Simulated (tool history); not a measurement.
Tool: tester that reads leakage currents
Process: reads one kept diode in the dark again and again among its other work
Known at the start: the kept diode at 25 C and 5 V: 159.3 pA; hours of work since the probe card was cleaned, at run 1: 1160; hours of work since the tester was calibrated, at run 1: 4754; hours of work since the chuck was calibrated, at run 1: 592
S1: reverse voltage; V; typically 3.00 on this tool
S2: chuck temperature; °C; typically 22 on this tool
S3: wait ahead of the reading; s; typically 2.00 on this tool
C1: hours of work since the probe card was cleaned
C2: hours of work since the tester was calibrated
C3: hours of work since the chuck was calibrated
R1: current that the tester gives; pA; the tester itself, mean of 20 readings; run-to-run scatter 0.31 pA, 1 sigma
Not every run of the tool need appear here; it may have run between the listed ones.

Run 1, hour 0.0: usual settings; C1 1160; C2 4754; C3 592. Result: R1 96.07 pA.
Run 2, hour 190.8: usual settings but S3 4.14 s; C1 1308; C2 4902; C3 740. Result: R1 94.22 pA.
Run 3, hour 308.3: usual settings but S3 4.14 s; C1 1399; C2 4994; C3 831. Result: R1 93.03 pA.
Run 4, hour 402.5: usual settings; C1 1472; C2 5067; C3 904. Result: R1 92.96 pA.
Run 5, hour 561.5: usual settings; C1 1595; C2 5190; C3 1027. Result: R1 91.81 pA.
At hour 710.8: chuck's temperature calibrated.
Run 6, hour 762.5: usual settings; C1 1749; C2 5344; C3 40. Result: R1 105.64 pA.
Run 7, hour 851.1: usual settings; C1 1818; C2 5413; C3 109. Result: R1 104.91 pA.
At hour 947.7: tester calibrated.
Run 8, hour 959.6: usual settings; C1 1901; C2 9; C3 191. Result: R1 102.52 pA.
Run 9, hour 1090.0: usual settings; C1 2002; C2 110; C3 292. Result: R1 100.86 pA.
Run 10, hour 1264.8: usual settings; C1 2137; C2 246; C3 428. Result: R1 99.50 pA.
Run 11, hour 1407.3: usual settings; C1 2248; C2 356; C3 539. Result: R1 97.76 pA.
Run 12, hour 1496.4: usual settings; C1 2317; C2 425; C3 608. Result: R1 97.00 pA.
Run 13, hour 1666.6: usual settings; C1 2449; C2 558; C3 740. Result: R1 95.99 pA.
Run 14, hour 1805.3: usual settings; C1 2556; C2 665; C3 847. Result: R1 95.20 pA.
Run 15, hour 1971.9: usual settings but S2 46 °C; C1 2686; C2 794; C3 976. Result: R1 469.74 pA.
Run 16, hour 2133.5: usual settings but S2 46 °C; C1 2811; C2 920; C3 1102. Result: R1 463.04 pA.
At hour 2193.2: chuck's temperature calibrated.
At hour 2219.2: probe card cleaned and baked.
Run 17, hour 2319.0: usual settings but S2 46 °C; C1 77; C2 1060; C3 95. Result: R1 530.30 pA.
Run 18, hour 2512.5: usual settings but S2 46 °C; C1 227; C2 1210; C3 245. Result: R1 518.09 pA.
Run 19, hour 2622.7: usual settings but S2 46 °C; C1 313; C2 1295; C3 331. Result: R1 516.18 pA.
Run 20, hour 2822.0: usual settings but S1 2.35 V, S2 25 °C, S3 8.17 s; C1 467; C2 1450; C3 485. Result: R1 113.06 pA.
Run 21, hour 3017.3: usual settings but S1 1.46 V, S2 25 °C, S3 8.17 s; C1 619; C2 1601; C3 637. Result: R1 87.90 pA.
At hour 3106.2: probe card cleaned and baked, once more.
Run 22, hour 3126.5: usual settings but S1 1.46 V, S2 25 °C, S3 8.17 s; C1 16; C2 1683; C3 719. Result: R1 82.17 pA.
Run 23, hour 3275.2: usual settings but S1 1.01 V, S2 36 °C, S3 2.72 s; C1 131; C2 1799; C3 834. Result: R1 147.13 pA.
Run 24, hour 3359.9: usual settings but S1 1.01 V, S2 20 °C, S3 1.90 s; C1 197; C2 1864; C3 900. Result: R1 46.70 pA.
Run 25, hour 3502.4: usual settings but S1 1.01 V, S2 20 °C, S3 1.16 s; C1 307; C2 1975; C3 1011. Result: R1 45.78 pA.
At hour 3676.3: chuck's temperature calibrated.
Run 26, hour 3714.3: usual settings but S1 1.01 V, S2 26 °C, S3 1.16 s; C1 470; C2 2138; C3 29. Result: R1 83.11 pA.
Run 27, hour 3842.1: usual settings but S1 1.01 V, S3 0.51 s; C1 569; C2 2237; C3 129. Result: R1 60.93 pA.
Run 28, hour 3928.3: usual settings but S1 1.01 V, S3 0.51 s; C1 636; C2 2304; C3 195. Result: R1 60.88 pA.
Run 29, hour 4108.6: usual settings but S2 38 °C, S3 1.47 s; C1 776; C2 2443; C3 335. Result: R1 304.29 pA.
Run 30, hour 4198.4: usual settings but S1 2.74 V, S2 38 °C, S3 1.02 s; C1 845; C2 2513; C3 405. Result: R1 289.72 pA.
Run 31, hour 4324.7: usual settings but S1 1.15 V, S2 33 °C, S3 1.02 s; C1 943; C2 2611; C3 503. Result: R1 134.90 pA.
Run 32, hour 4501.0: usual settings but S1 1.15 V, S2 33 °C, S3 4.84 s; C1 1080; C2 2748; C3 640. Result: R1 132.75 pA.
Run 33, hour 4659.9: usual settings but S1 1.15 V, S2 35 °C, S3 0.48 s; C1 1203; C2 2871; C3 763. Result: R1 149.61 pA.
Run 34, hour 4769.2: usual settings but S1 2.99 V, S2 43 °C, S3 6.46 s; C1 1288; C2 2956; C3 847. Result: R1 394.67 pA.
Run 35, hour 4877.5: usual settings but S1 7.11 V, S3 2.70 s; C1 1372; C2 3040; C3 931. Result: R1 141.15 pA.
Run 36, hour 5059.6: usual settings but S1 3.01 V, S3 3.98 s; C1 1513; C2 3181; C3 1073. Result: R1 91.12 pA.
At hour 5159.4: chuck's temperature calibrated.
Run 37, hour 5215.4: usual settings but S1 3.01 V, S3 3.98 s; C1 1633; C2 3300; C3 43. Result: R1 103.87 pA.

What if the next run were any one of these 4? Each begins from the tool's condition after run 37:
Run A, hour 5388.4: usual settings but S1 3.96 V, S2 21 °C, S3 1.94 s; C1 1767; C2 3434; C3 178. Result: R1 ?.
Run B, hour 5388.4: usual settings but S1 8.97 V, S2 59 °C; C1 1767; C2 3434; C3 178. Result: R1 ?.
Run C, hour 5388.4: usual settings but S1 19.86 V, S2 25 °C, S3 3.98 s; C1 1767; C2 3434; C3 178. Result: R1 ?.
Run D, hour 5388.4: usual settings but S2 55 °C; C1 1767; C2 3434; C3 178. Result: R1 ?.

run       R1
  A   108.44
  B  1900.95
  C   323.15
  D   896.11
With the hidden condition removed and each run's random variation left untouched, the same runs would have given:
run       R1
  A   106.21
  B  1923.11
  C   306.02
  D   908.67

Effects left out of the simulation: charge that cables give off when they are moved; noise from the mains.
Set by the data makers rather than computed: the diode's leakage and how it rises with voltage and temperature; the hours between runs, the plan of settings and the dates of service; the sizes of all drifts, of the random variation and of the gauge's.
